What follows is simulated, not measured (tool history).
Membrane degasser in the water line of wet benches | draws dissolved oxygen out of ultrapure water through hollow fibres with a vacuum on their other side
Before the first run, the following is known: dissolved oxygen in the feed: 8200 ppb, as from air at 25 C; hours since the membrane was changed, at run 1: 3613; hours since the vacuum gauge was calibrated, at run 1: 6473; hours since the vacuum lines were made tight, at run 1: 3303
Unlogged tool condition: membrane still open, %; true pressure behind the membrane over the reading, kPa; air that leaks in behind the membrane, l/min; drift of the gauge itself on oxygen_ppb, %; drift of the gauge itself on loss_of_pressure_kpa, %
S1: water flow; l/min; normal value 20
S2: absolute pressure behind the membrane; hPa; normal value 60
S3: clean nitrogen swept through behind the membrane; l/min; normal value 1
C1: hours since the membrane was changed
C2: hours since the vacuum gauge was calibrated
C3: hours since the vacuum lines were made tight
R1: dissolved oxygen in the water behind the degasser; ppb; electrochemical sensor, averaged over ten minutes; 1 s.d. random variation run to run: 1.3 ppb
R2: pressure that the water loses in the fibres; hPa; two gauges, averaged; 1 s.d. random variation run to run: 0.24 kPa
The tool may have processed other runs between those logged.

run 1 hour=0 | S1=20 S2=60 S3=1 | C1=3613 C2=6473 C3=3303 | R1=147 R2=648.6
run 2 hour=61.4 | S1=20 S2=60 S3=1 | C1=3674 C2=6534 C3=3365 | R1=145.1 R2=646.8
run 3 hour=174.6 | S1=20 S2=60 S3=1 | C1=3787 C2=6647 C3=3478 | R1=149.7 R2=648
run 4 hour=239.7 | S1=20 S2=60 S3=1 | C1=3853 C2=6712 C3=3543 | R1=148.9 R2=645.7
run 5 hour=342.6 | S1=20 S2=124.8 S3=1 | C1=3956 C2=6815 C3=3646 | R1=422.3 R2=644.8
run 6 hour=432.2 | S1=20 S2=60 S3=0.87 | C1=4045 C2=6905 C3=3735 | R1=167.2 R2=647.9
run 7 hour=532.5 | S1=20 S2=67 S3=1.17 | C1=4145 C2=7005 C3=3836 | R1=159.3 R2=647.4
run 8 hour=636.6 | S1=20 S2=51.8 S3=2.97 | C1=4250 C2=7109 C3=3940 | R1=45.2 R2=650.8
run 9 hour=689.2 | S1=20 S2=87.9 S3=2.97 | C1=4302 C2=7162 C3=3992 | R1=106.4 R2=650.2
-- hour=763.4 vacuum gauge calibrated
run 10 hour=763.4 | S1=12 S2=89.1 S3=1.75 | C1=4376 C2=0 C3=4066 | R1=97 R2=388.5
run 11 hour=851.4 | S1=12 S2=89.1 S3=1.75 | C1=4464 C2=88 C3=4154 | R1=97.9 R2=387.4
run 12 hour=962.9 | S1=12 S2=89.1 S3=1.75 | C1=4575 C2=199 C3=4266 | R1=98.7 R2=391.9

What if the next run were any one of these 4? Each begins from the tool's condition after run 12:
run A hour=1069.1 | S1=27 S2=60 S3=0.63 | C1=4681 C2=306 C3=4372 | R1=? R2=?
run B hour=1069.1 | S1=21 S2=89.1 S3=1.75 | C1=4681 C2=306 C3=4372 | R1=? R2=?
run C hour=1069.1 | S1=25 S2=57 S3=1 | C1=4681 C2=306 C3=4372 | R1=? R2=?
run D hour=1069.1 | S1=20 S2=51.3 S3=1 | C1=4681 C2=306 C3=4372 | R1=? R2=?

run=A R1=254.9 R2=876.5
run=B R1=166 R2=689.6
run=C R1=152.8 R2=818.3
run=D R1=94.6 R2=652.3
The same runs, with their run-to-run variation unchanged, on a tool lacking any hidden condition would have given:
run=A R1=247.1 R2=847.8
run=B R1=160.6 R2=667
run=C R1=146.2 R2=791.6
run=D R1=90.3 R2=631.1
